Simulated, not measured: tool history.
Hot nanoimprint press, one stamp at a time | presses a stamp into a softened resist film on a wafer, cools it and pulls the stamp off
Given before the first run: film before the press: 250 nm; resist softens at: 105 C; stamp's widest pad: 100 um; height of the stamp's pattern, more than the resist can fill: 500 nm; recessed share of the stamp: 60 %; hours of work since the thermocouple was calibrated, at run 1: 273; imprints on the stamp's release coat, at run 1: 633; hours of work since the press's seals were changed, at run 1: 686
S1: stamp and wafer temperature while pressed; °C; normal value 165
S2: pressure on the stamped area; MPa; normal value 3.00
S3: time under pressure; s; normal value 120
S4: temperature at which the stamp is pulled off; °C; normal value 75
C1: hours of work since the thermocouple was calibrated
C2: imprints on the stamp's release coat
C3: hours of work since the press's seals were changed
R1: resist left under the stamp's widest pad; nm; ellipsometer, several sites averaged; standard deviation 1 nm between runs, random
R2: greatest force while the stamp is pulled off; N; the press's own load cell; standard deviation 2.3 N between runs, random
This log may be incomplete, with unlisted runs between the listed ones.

Run 1, day 0.000: usual settings; C1 273; C2 633; C3 686. Result: R1 155.9 nm, R2 115 N.
Run 2, day 1.617: usual settings; C1 298; C2 826; C3 711. Result: R1 154.6 nm, R2 119 N.
At day 3.238: stamp cleaned and given a new release coat.
Run 3, day 4.621: usual settings; C1 340; C2 164; C3 754. Result: R1 157.3 nm, R2 113 N.
Run 4, day 7.175: usual settings; C1 380; C2 469; C3 793. Result: R1 158.6 nm, R2 118 N.
Run 5, day 9.629: usual settings; C1 417; C2 762; C3 831. Result: R1 160.4 nm, R2 116 N.
Run 6, day 11.158: usual settings; C1 441; C2 945; C3 855. Result: R1 158.9 nm, R2 127 N.
At day 11.808: stamp cleaned and given a new release coat.
At day 12.192: plate thermocouple calibrated.
Run 7, day 15.121: usual settings; C1 45; C2 381; C3 910. Result: R1 151.0 nm, R2 113 N.
Run 8, day 18.038: usual settings; C1 90; C2 728; C3 955. Result: R1 150.6 nm, R2 115 N.
At day 20.521: stamp cleaned and given a new release coat.
Run 9, day 21.025: usual settings but S4 72 °C; C1 132; C2 60; C3 997. Result: R1 153.8 nm, R2 111 N.
Run 10, day 23.688: usual settings but S2 3.46 MPa; C1 174; C2 378; C3 1038. Result: R1 148.1 nm, R2 113 N.
Run 11, day 26.975: usual settings but S2 3.46 MPa; C1 224; C2 770; C3 1089. Result: R1 147.6 nm, R2 125 N.
Run 12, day 28.504: usual settings but S2 3.46 MPa; C1 248; C2 953; C3 1113. Result: R1 149.2 nm, R2 123 N.
At day 29.121: stamp cleaned and given a new release coat.
Run 13, day 30.417: usual settings but S2 2.31 MPa; C1 274; C2 155; C3 1138. Result: R1 168.5 nm, R2 105 N.
Run 14, day 32.304: usual settings but S2 2.31 MPa; C1 303; C2 380; C3 1167. Result: R1 169.4 nm, R2 112 N.
Run 15, day 34.675: usual settings but S2 2.31 MPa; C1 339; C2 663; C3 1204. Result: R1 168.7 nm, R2 116 N.
At day 35.717: press's hydraulic seals changed and the load cell set to zero.
Run 16, day 36.633: usual settings but S2 2.31 MPa; C1 364; C2 857; C3 14. Result: R1 167.3 nm, R2 125 N.
At day 38.050: stamp cleaned and given a new release coat.
Run 17, day 40.454: usual settings but S1 161 °C, S3 180 s; C1 419; C2 287; C3 69. Result: R1 155.4 nm, R2 108 N.
At day 42.525: plate thermocouple calibrated.
Run 18, day 42.967: usual settings but S1 161 °C, S2 3.82 MPa, S3 180 s, S4 62 °C; C1 7; C2 572; C3 106. Result: R1 130.0 nm, R2 149 N.
Run 19, day 46.204: usual settings but S1 166 °C, S3 107 s; C1 57; C2 958; C3 156. Result: R1 149.7 nm, R2 121 N.
At day 46.708: stamp cleaned and given a new release coat.
Run 20, day 48.775: usual settings but S3 69 s, S4 68 °C; C1 93; C2 247; C3 192. Result: R1 171.9 nm, R2 130 N.
Run 21, day 51.317: usual settings but S3 69 s, S4 68 °C; C1 132; C2 550; C3 231. Result: R1 175.1 nm, R2 136 N.
Run 22, day 53.967: usual settings but S1 177 °C, S2 3.44 MPa, S3 63 s, S4 65 °C; C1 173; C2 866; C3 272. Result: R1 126.3 nm, R2 155 N.
At day 55.321: stamp cleaned and given a new release coat.
Run 23, day 56.879: usual settings but S1 177 °C, S2 3.44 MPa, S3 63 s, S4 65 °C; C1 214; C2 186; C3 313. Result: R1 128.3 nm, R2 140 N.
Run 24, day 60.212: usual settings but S1 160 °C, S2 4.78 MPa, S3 63 s, S4 65 °C; C1 265; C2 584; C3 365. Result: R1 179.5 nm, R2 145 N.
Run 25, day 63.121: usual settings but S1 167 °C, S3 128 s, S4 61 °C; C1 310; C2 931; C3 409. Result: R1 143.1 nm, R2 169 N.
At day 63.812: stamp cleaned and given a new release coat.
Run 26, day 65.417: usual settings but S1 159 °C, S2 2.01 MPa, S3 69 s, S4 81 °C; C1 342; C2 191; C3 441. Result: R1 217.3 nm, R2 95 N.
Run 27, day 67.054: usual settings but S1 157 °C, S2 4.44 MPa, S3 150 s, S4 66 °C; C1 367; C2 386; C3 466. Result: R1 164.0 nm, R2 142 N.
Run 28, day 70.658: usual settings but S1 157 °C, S2 4.44 MPa, S3 150 s, S4 66 °C; C1 423; C2 816; C3 522. Result: R1 163.9 nm, R2 150 N.
At day 72.438: stamp cleaned and given a new release coat.
At day 72.888: plate thermocouple calibrated.
Run 29, day 74.071: usual settings but S1 157 °C, S2 2.61 MPa, S3 150 s, S4 66 °C; C1 18; C2 180; C3 569. Result: R1 181.4 nm, R2 130 N.

Each run again, without the hidden state but with its own random variation kept:
The hidden state here: true temperature over the reading, C; pressure that arrives at the usual setting, %; grip of the stamp's worn release coat, % over a new coat's; drift of the gauge itself on residual_nm, %; drift of the gauge itself on pull_off_n, %.
run     R1   R2
  1  146.6  100
  2  144.8   99
  3  146.4  106
  4  146.6  104
  5  147.5   97
  6  145.3  104
  7  146.7  106
  8  145.2  102
  9  147.0  108
 10  139.4  104
 11  137.5  108
 12  138.5  103
 13  159.5  100
 14  159.7  101
 15  158.2  100
 16  160.4  104
 17  146.3   98
 18  129.9  136
 19  148.4  103
 20  169.9  124
 21  172.1  123
 22  122.4  133
 23  123.5  133
 24  171.9  129
 25  135.5  142
 26  212.0   88
 27  152.4  128
 28  150.8  126
 29  178.7  126
